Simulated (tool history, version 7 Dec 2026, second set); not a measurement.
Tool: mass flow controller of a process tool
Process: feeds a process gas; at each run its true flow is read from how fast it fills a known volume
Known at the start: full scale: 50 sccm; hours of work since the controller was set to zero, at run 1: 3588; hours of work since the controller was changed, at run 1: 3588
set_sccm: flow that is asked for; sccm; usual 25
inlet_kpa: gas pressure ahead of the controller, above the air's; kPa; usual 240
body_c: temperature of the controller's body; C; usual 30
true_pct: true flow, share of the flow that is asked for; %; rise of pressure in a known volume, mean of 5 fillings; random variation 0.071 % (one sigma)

run	hour	set_sccm	inlet_kpa	body_c	hours of work since the controller was set to zero	hours of work since the controller was changed	true_pct
1	0.0	25	240	30	3588	3588	99.79
2	51.5	25	240	30	3617	3617	99.93
3	88.9	25	240	30	3639	3639	99.98
4	128.1	25	240	30	3661	3661	100.09
5	197.4	25	240	30	3700	3700	100.12
6	264.2	25	240	30	3738	3738	100.11
7	331.2	25	240	30	3776	3776	100.19
8	379.9	25	240	30	3804	3804	100.31
9	428.5	25	240	30	3832	3832	100.37
10	468.0	40	240	30	3854	3854	100.61
11	499.9	40	187	30	3872	3872	100.55
12	546.4	25	240	33	3899	3899	100.54
13	595.1	7	240	33	3926	3926	100.22
14	670.9	25	240	23	3969	3969	100.58
15	729.9	25	240	23	4003	4003	100.60
16	786.8	25	240	23	4035	4035	100.62
17	825.9	25	188	23	4057	4057	100.55
18	899.6	25	188	23	4099	4099	100.53
19	931.3	25	188	23	4117	4117	100.69
20	975.8	25	188	23	4143	4143	100.66
21	1022.7	25	240	28	4169	4169	101.02
22	1097.7	25	240	30	4212	4212	101.30
23	1136.9	6	240	30	4234	4234	100.86
24	1212.1	6	240	30	4277	4277	101.02
# hour 1245.0: gauge calibrated
25	1255.2	25	149	30	4301	4301	99.54
26	1300.4	11	177	30	4327	4327	99.38
27	1367.2	15	231	24	4365	4365	99.66
28	1433.2	16	231	35	4403	4403	99.88
29	1478.6	16	231	35	4428	4428	100.02
30	1554.6	6	167	28	4471	4471	99.63
31	1624.8	6	163	28	4511	4511	99.54
32	1662.6	6	163	28	4533	4533	99.67
33	1721.6	14	194	21	4566	4566	99.90
34	1780.1	14	194	21	4600	4600	99.93
35	1851.2	38	280	27	4640	4640	101.00
36	1926.0	38	280	27	4682	4682	100.99
# hour 1947.0: gauge calibrated
37	1968.5	25	229	30	4707	4707	99.81
38	2038.3	28	240	30	4746	4746	100.01
39	2106.3	27	272	30	4785	4785	100.19
40	2171.9	7	275	22	4822	4822	99.76
41	2215.2	25	175	30	4847	4847	99.89
42	2255.2	22	167	28	4870	4870	99.73
43	2292.9	22	167	28	4891	4891	100.02
44	2324.9	15	262	34	4909	4909	100.25
45	2365.1	9	212	30	4932	4932	99.92
46	2412.3	12	190	28	4959	4959	100.01
47	2452.3	45	233	24	4982	4982	100.83
48	2528.9	45	233	24	5025	5025	100.74

Some steps in true_pct between neighbouring runs. How much of each would the tool show without its hidden state too (settings, what came in, random variation), and how much is left for the hidden state, with any gauge scatter that isn't in both results?
The hidden state here: flow at rest that the sensor doesn't see, % of full scale; true flow over the shown one, %; drift of the gauge itself on true_pct, %.
Run 13 -> 14: set_sccm 7 -> 25, body_c 33 -> 23. true_pct +0.36 %: hidden state +0.12, all else +0.24.
Run 24 -> 25: set_sccm 6 -> 25, inlet_kpa 240 -> 149, gauge calibrated. true_pct -1.48 %: hidden state -1.47, all else -0.01.
Run 34 -> 35: set_sccm 14 -> 38, inlet_kpa 194 -> 280, body_c 21 -> 27. true_pct +1.07 %: hidden state +0.11, all else +0.96.
Run 36 -> 37: set_sccm 38 -> 25, inlet_kpa 280 -> 229, body_c 27 -> 30, gauge calibrated. true_pct -1.18 %: hidden state -0.83, all else -0.35.

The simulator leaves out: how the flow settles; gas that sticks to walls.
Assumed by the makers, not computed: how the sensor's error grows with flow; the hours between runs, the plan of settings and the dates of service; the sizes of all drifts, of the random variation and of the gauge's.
